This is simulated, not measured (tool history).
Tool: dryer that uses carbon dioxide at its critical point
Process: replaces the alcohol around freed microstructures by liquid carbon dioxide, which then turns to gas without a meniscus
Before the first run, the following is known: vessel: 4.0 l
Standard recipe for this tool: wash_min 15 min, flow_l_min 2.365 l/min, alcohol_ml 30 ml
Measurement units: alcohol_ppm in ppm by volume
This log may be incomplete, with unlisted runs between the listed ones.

{"run": 1, "hour": 0.0, "wash_min": 15, "flow_l_min": 2.365, "alcohol_ml": 30, "alcohol_ppm": 52}
{"run": 2, "hour": 7.6, "wash_min": 15, "flow_l_min": 2.365, "alcohol_ml": 30, "alcohol_ppm": 52}
{"run": 3, "hour": 15.2, "wash_min": 15, "flow_l_min": 2.365, "alcohol_ml": 30, "alcohol_ppm": 53}
{"run": 4, "hour": 24.0, "wash_min": 15, "flow_l_min": 2.365, "alcohol_ml": 30, "alcohol_ppm": 57}
{"run": 5, "hour": 35.1, "wash_min": 15, "flow_l_min": 2.365, "alcohol_ml": 30, "alcohol_ppm": 62}
{"run": 6, "hour": 52.0, "wash_min": 15, "flow_l_min": 2.365, "alcohol_ml": 30, "alcohol_ppm": 66}
{"run": 7, "hour": 68.5, "wash_min": 15, "flow_l_min": 2.365, "alcohol_ml": 30, "alcohol_ppm": 61}
{"run": 8, "hour": 83.8, "wash_min": 15, "flow_l_min": 2.365, "alcohol_ml": 30, "alcohol_ppm": 76}
{"run": 9, "hour": 91.1, "wash_min": 15, "flow_l_min": 2.365, "alcohol_ml": 30, "alcohol_ppm": 56}
{"run": 10, "hour": 106.4, "wash_min": 15, "flow_l_min": 3.51, "alcohol_ml": 30, "alcohol_ppm": 69}
{"run": 11, "hour": 120.5, "wash_min": 15, "flow_l_min": 3.51, "alcohol_ml": 30, "alcohol_ppm": 71}
{"run": 12, "hour": 128.3, "wash_min": 15, "flow_l_min": 3.51, "alcohol_ml": 30, "alcohol_ppm": 66}
{"run": 13, "hour": 136.3, "wash_min": 15, "flow_l_min": 3.51, "alcohol_ml": 118, "alcohol_ppm": 68}
{"run": 14, "hour": 145.7, "wash_min": 15, "flow_l_min": 3.51, "alcohol_ml": 118, "alcohol_ppm": 72}
{"run": 15, "hour": 157.4, "wash_min": 15, "flow_l_min": 3.51, "alcohol_ml": 118, "alcohol_ppm": 82}
{"run": 16, "hour": 172.6, "wash_min": 15, "flow_l_min": 3.51, "alcohol_ml": 118, "alcohol_ppm": 91}
{"run": 17, "hour": 186.1, "wash_min": 15, "flow_l_min": 3.51, "alcohol_ml": 118, "alcohol_ppm": 89}
{"run": 18, "hour": 196.4, "wash_min": 15, "flow_l_min": 1.46, "alcohol_ml": 118, "alcohol_ppm": 349}
{"run": 19, "hour": 203.9, "wash_min": 15, "flow_l_min": 1.46, "alcohol_ml": 118, "alcohol_ppm": 352}
{"run": 20, "hour": 220.3, "wash_min": 15, "flow_l_min": 1.46, "alcohol_ml": 118, "alcohol_ppm": 357}
{"run": 21, "hour": 234.4, "wash_min": 17, "flow_l_min": 1.46, "alcohol_ml": 118, "alcohol_ppm": 243}
{"run": 22, "hour": 242.8, "wash_min": 13, "flow_l_min": 3.16, "alcohol_ml": 43, "alcohol_ppm": 97}
{"run": 23, "hour": 258.5, "wash_min": 19, "flow_l_min": 3.16, "alcohol_ml": 73, "alcohol_ppm": 94}
{"run": 24, "hour": 274.0, "wash_min": 19, "flow_l_min": 3.16, "alcohol_ml": 73, "alcohol_ppm": 105}
{"run": 25, "hour": 289.1, "wash_min": 13, "flow_l_min": 2.11, "alcohol_ml": 30, "alcohol_ppm": 134}
{"run": 26, "hour": 299.5, "wash_min": 13, "flow_l_min": 1.46, "alcohol_ml": 39, "alcohol_ppm": 273}
{"run": 27, "hour": 311.2, "wash_min": 10, "flow_l_min": 2.19, "alcohol_ml": 24, "alcohol_ppm": 175}
{"run": 28, "hour": 321.9, "wash_min": 10, "flow_l_min": 2.19, "alcohol_ml": 24, "alcohol_ppm": 180}
{"run": 29, "hour": 334.2, "wash_min": 10, "flow_l_min": 2.19, "alcohol_ml": 24, "alcohol_ppm": 172}

Branching from run 29: 4 alternative next runs. What would each branch give?
{"run": "A", "hour": 343.1, "wash_min": 16, "flow_l_min": 2.68, "alcohol_ml": 114, "alcohol_ppm": "?"}
{"run": "B", "hour": 343.1, "wash_min": 17, "flow_l_min": 2.11, "alcohol_ml": 49, "alcohol_ppm": "?"}
{"run": "C", "hour": 343.1, "wash_min": 10, "flow_l_min": 3.71, "alcohol_ml": 24, "alcohol_ppm": "?"}
{"run": "D", "hour": 343.1, "wash_min": 10, "flow_l_min": 2.29, "alcohol_ml": 81, "alcohol_ppm": "?"}

run=A alcohol_ppm=105
run=B alcohol_ppm=127
run=C alcohol_ppm=116
run=D alcohol_ppm=282
Without the tool's unlogged condition, the same runs would have read:
run=A alcohol_ppm=0
run=B alcohol_ppm=15
run=C alcohol_ppm=6
run=D alcohol_ppm=122

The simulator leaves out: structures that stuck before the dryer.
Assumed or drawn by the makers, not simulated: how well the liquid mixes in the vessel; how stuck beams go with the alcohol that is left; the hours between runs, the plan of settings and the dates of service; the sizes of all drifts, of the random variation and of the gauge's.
